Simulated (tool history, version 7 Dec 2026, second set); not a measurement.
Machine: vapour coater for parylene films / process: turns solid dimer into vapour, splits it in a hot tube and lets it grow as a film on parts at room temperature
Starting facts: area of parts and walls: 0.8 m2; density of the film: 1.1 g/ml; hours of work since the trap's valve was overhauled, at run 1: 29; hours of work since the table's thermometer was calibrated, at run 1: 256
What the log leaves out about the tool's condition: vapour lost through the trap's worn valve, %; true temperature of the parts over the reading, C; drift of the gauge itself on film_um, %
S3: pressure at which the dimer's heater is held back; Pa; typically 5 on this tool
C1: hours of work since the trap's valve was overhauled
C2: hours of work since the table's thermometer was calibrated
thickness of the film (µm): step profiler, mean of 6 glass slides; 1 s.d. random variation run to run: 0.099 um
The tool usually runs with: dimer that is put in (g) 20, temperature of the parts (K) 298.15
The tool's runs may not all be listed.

{"run": 1, "day": 0.0, "dimer that is put in (g)": 20, "temperature of the parts (K)": 298.15, "S3": 5, "C1": 29, "C2": 256, "thickness of the film (µm)": 12.06}
{"run": 2, "day": 0.5, "dimer that is put in (g)": 20, "temperature of the parts (K)": 298.15, "S3": 5, "C1": 37, "C2": 265, "thickness of the film (µm)": 11.92}
{"run": 3, "day": 1.454, "dimer that is put in (g)": 20, "temperature of the parts (K)": 298.15, "S3": 5, "C1": 54, "C2": 281, "thickness of the film (µm)": 11.92}
{"run": 4, "day": 2.021, "dimer that is put in (g)": 20, "temperature of the parts (K)": 298.15, "S3": 5, "C1": 63, "C2": 290, "thickness of the film (µm)": 11.83}
{"run": 5, "day": 2.717, "dimer that is put in (g)": 20, "temperature of the parts (K)": 298.15, "S3": 5, "C1": 75, "C2": 302, "thickness of the film (µm)": 12.01}
{"run": 6, "day": 3.708, "dimer that is put in (g)": 20, "temperature of the parts (K)": 298.15, "S3": 2.98, "C1": 92, "C2": 319, "thickness of the film (µm)": 11.97}
{"run": 7, "day": 4.379, "dimer that is put in (g)": 20, "temperature of the parts (K)": 298.15, "S3": 2.98, "C1": 103, "C2": 330, "thickness of the film (µm)": 11.95}
{"run": 8, "day": 5.4, "dimer that is put in (g)": 20, "temperature of the parts (K)": 298.15, "S3": 2.86, "C1": 120, "C2": 348, "thickness of the film (µm)": 11.96}
{"run": 9, "day": 6.108, "dimer that is put in (g)": 20, "temperature of the parts (K)": 298.15, "S3": 5, "C1": 132, "C2": 360, "thickness of the film (µm)": 11.44}
{"run": 10, "day": 7.079, "dimer that is put in (g)": 20, "temperature of the parts (K)": 298.15, "S3": 5, "C1": 149, "C2": 376, "thickness of the film (µm)": 11.44}
{"run": 11, "day": 7.708, "dimer that is put in (g)": 20, "temperature of the parts (K)": 298.15, "S3": 5, "C1": 160, "C2": 387, "thickness of the film (µm)": 11.5}
{"run": 12, "day": 8.246, "dimer that is put in (g)": 20, "temperature of the parts (K)": 298.15, "S3": 7.39, "C1": 169, "C2": 396, "thickness of the film (µm)": 11.06}
{"run": 13, "day": 8.775, "dimer that is put in (g)": 20, "temperature of the parts (K)": 298.15, "S3": 5, "C1": 178, "C2": 405, "thickness of the film (µm)": 11.32}
{"run": 14, "day": 9.883, "dimer that is put in (g)": 20, "temperature of the parts (K)": 298.15, "S3": 5, "C1": 196, "C2": 424, "thickness of the film (µm)": 11.13}
{"run": 15, "day": 10.567, "dimer that is put in (g)": 20, "temperature of the parts (K)": 298.15, "S3": 5, "C1": 208, "C2": 435, "thickness of the film (µm)": 11.16}
{"run": 16, "day": 11.458, "dimer that is put in (g)": 20, "temperature of the parts (K)": 301.15, "S3": 5, "C1": 223, "C2": 450, "thickness of the film (µm)": 10.08}
{"run": 17, "day": 12.225, "dimer that is put in (g)": 20, "temperature of the parts (K)": 301.15, "S3": 5, "C1": 236, "C2": 463, "thickness of the film (µm)": 9.99}
{"run": 18, "day": 12.858, "dimer that is put in (g)": 20, "temperature of the parts (K)": 298.15, "S3": 5, "C1": 247, "C2": 474, "thickness of the film (µm)": 10.96}
{"run": 19, "day": 13.525, "dimer that is put in (g)": 20, "temperature of the parts (K)": 298.15, "S3": 5, "C1": 258, "C2": 485, "thickness of the film (µm)": 10.6}
{"run": 20, "day": 14.096, "dimer that is put in (g)": 20, "temperature of the parts (K)": 298.15, "S3": 5, "C1": 268, "C2": 495, "thickness of the film (µm)": 10.92}
{"run": 21, "day": 15.054, "dimer that is put in (g)": 20, "temperature of the parts (K)": 303.15, "S3": 5, "C1": 284, "C2": 511, "thickness of the film (µm)": 9.25}
{"run": 22, "day": 15.85, "dimer that is put in (g)": 9, "temperature of the parts (K)": 302.15, "S3": 2.85, "C1": 297, "C2": 525, "thickness of the film (µm)": 4.41}
{"run": 23, "day": 16.379, "dimer that is put in (g)": 20, "temperature of the parts (K)": 303.15, "S3": 5, "C1": 306, "C2": 534, "thickness of the film (µm)": 9.13}
{"run": 24, "day": 17.308, "dimer that is put in (g)": 20, "temperature of the parts (K)": 303.15, "S3": 5, "C1": 322, "C2": 549, "thickness of the film (µm)": 9.15}
{"day": 17.858, "done": "trap's valve overhauled"}
{"run": 25, "day": 18.538, "dimer that is put in (g)": 20, "temperature of the parts (K)": 298.15, "S3": 8.03, "C1": 12, "C2": 567, "thickness of the film (µm)": 11.56}
{"run": 26, "day": 19.479, "dimer that is put in (g)": 12, "temperature of the parts (K)": 296.15, "S3": 8.03, "C1": 28, "C2": 583, "thickness of the film (µm)": 7.5}
{"run": 27, "day": 20.362, "dimer that is put in (g)": 20, "temperature of the parts (K)": 300.15, "S3": 5, "C1": 42, "C2": 598, "thickness of the film (µm)": 10.97}
{"run": 28, "day": 20.95, "dimer that is put in (g)": 17, "temperature of the parts (K)": 300.15, "S3": 5.14, "C1": 52, "C2": 608, "thickness of the film (µm)": 9.28}
{"run": 29, "day": 21.483, "dimer that is put in (g)": 13, "temperature of the parts (K)": 302.15, "S3": 3.69, "C1": 61, "C2": 617, "thickness of the film (µm)": 6.7}
{"run": 30, "day": 22.296, "dimer that is put in (g)": 20, "temperature of the parts (K)": 298.15, "S3": 9.14, "C1": 75, "C2": 631, "thickness of the film (µm)": 11.17}
{"run": 31, "day": 22.904, "dimer that is put in (g)": 20, "temperature of the parts (K)": 298.15, "S3": 9.14, "C1": 86, "C2": 641, "thickness of the film (µm)": 11.25}
{"run": 32, "day": 23.692, "dimer that is put in (g)": 20, "temperature of the parts (K)": 298.15, "S3": 3.2, "C1": 99, "C2": 655, "thickness of the film (µm)": 11.71}
{"run": 33, "day": 24.671, "dimer that is put in (g)": 19, "temperature of the parts (K)": 298.15, "S3": 8.08, "C1": 115, "C2": 671, "thickness of the film (µm)": 10.57}
{"run": 34, "day": 25.367, "dimer that is put in (g)": 20, "temperature of the parts (K)": 299.15, "S3": 3.62, "C1": 127, "C2": 683, "thickness of the film (µm)": 11.15}
{"run": 35, "day": 26.342, "dimer that is put in (g)": 20, "temperature of the parts (K)": 299.15, "S3": 3.62, "C1": 144, "C2": 699, "thickness of the film (µm)": 11.07}
{"run": 36, "day": 27.238, "dimer that is put in (g)": 20, "temperature of the parts (K)": 299.15, "S3": 3.62, "C1": 159, "C2": 715, "thickness of the film (µm)": 10.99}
{"run": 37, "day": 27.9, "dimer that is put in (g)": 20, "temperature of the parts (K)": 299.15, "S3": 3.62, "C1": 170, "C2": 726, "thickness of the film (µm)": 10.97}
{"run": 38, "day": 28.538, "dimer that is put in (g)": 20, "temperature of the parts (K)": 299.15, "S3": 3.62, "C1": 181, "C2": 737, "thickness of the film (µm)": 10.93}
{"run": 39, "day": 29.612, "dimer that is put in (g)": 20, "temperature of the parts (K)": 299.15, "S3": 3.62, "C1": 199, "C2": 755, "thickness of the film (µm)": 11.06}
{"run": 40, "day": 30.667, "dimer that is put in (g)": 14, "temperature of the parts (K)": 298.15, "S3": 4.75, "C1": 217, "C2": 773, "thickness of the film (µm)": 7.68}
{"run": 41, "day": 31.579, "dimer that is put in (g)": 20, "temperature of the parts (K)": 293.15, "S3": 5, "C1": 232, "C2": 788, "thickness of the film (µm)": 13.03}
{"run": 42, "day": 32.508, "dimer that is put in (g)": 20, "temperature of the parts (K)": 293.15, "S3": 5, "C1": 248, "C2": 804, "thickness of the film (µm)": 12.86}

Below, each run's measurement less what the same run would have read without the hidden state. Both values contain the same run-to-run variation, but the gauge's scatter may not be the same in both:
run=1 thickness_of_the_film_(µm)=-0.2
run=2 thickness_of_the_film_(µm)=-0.25
run=3 thickness_of_the_film_(µm)=-0.31
run=4 thickness_of_the_film_(µm)=-0.35
run=5 thickness_of_the_film_(µm)=-0.41
run=6 thickness_of_the_film_(µm)=-0.49
run=7 thickness_of_the_film_(µm)=-0.55
run=8 thickness_of_the_film_(µm)=-0.63
run=9 thickness_of_the_film_(µm)=-0.66
run=10 thickness_of_the_film_(µm)=-0.73
run=11 thickness_of_the_film_(µm)=-0.78
run=12 thickness_of_the_film_(µm)=-0.8
run=13 thickness_of_the_film_(µm)=-0.85
run=14 thickness_of_the_film_(µm)=-0.92
run=15 thickness_of_the_film_(µm)=-0.99
run=16 thickness_of_the_film_(µm)=-0.95
run=17 thickness_of_the_film_(µm)=-0.99
run=18 thickness_of_the_film_(µm)=-1.14
run=19 thickness_of_the_film_(µm)=-1.15
run=20 thickness_of_the_film_(µm)=-1.22
run=21 thickness_of_the_film_(µm)=-1.1
run=22 thickness_of_the_film_(µm)=-0.55
run=23 thickness_of_the_film_(µm)=-1.18
run=24 thickness_of_the_film_(µm)=-1.25
run=25 thickness_of_the_film_(µm)=-0.27
run=26 thickness_of_the_film_(µm)=-0.22
run=27 thickness_of_the_film_(µm)=-0.39
run=28 thickness_of_the_film_(µm)=-0.36
run=29 thickness_of_the_film_(µm)=-0.28
run=30 thickness_of_the_film_(µm)=-0.53
run=31 thickness_of_the_film_(µm)=-0.59
run=32 thickness_of_the_film_(µm)=-0.67
run=33 thickness_of_the_film_(µm)=-0.68
run=34 thickness_of_the_film_(µm)=-0.77
run=35 thickness_of_the_film_(µm)=-0.83
run=36 thickness_of_the_film_(µm)=-0.89
run=37 thickness_of_the_film_(µm)=-0.94
run=38 thickness_of_the_film_(µm)=-0.99
run=39 thickness_of_the_film_(µm)=-1.08
run=40 thickness_of_the_film_(µm)=-0.8
run=41 thickness_of_the_film_(µm)=-1.44
run=42 thickness_of_the_film_(µm)=-1.52

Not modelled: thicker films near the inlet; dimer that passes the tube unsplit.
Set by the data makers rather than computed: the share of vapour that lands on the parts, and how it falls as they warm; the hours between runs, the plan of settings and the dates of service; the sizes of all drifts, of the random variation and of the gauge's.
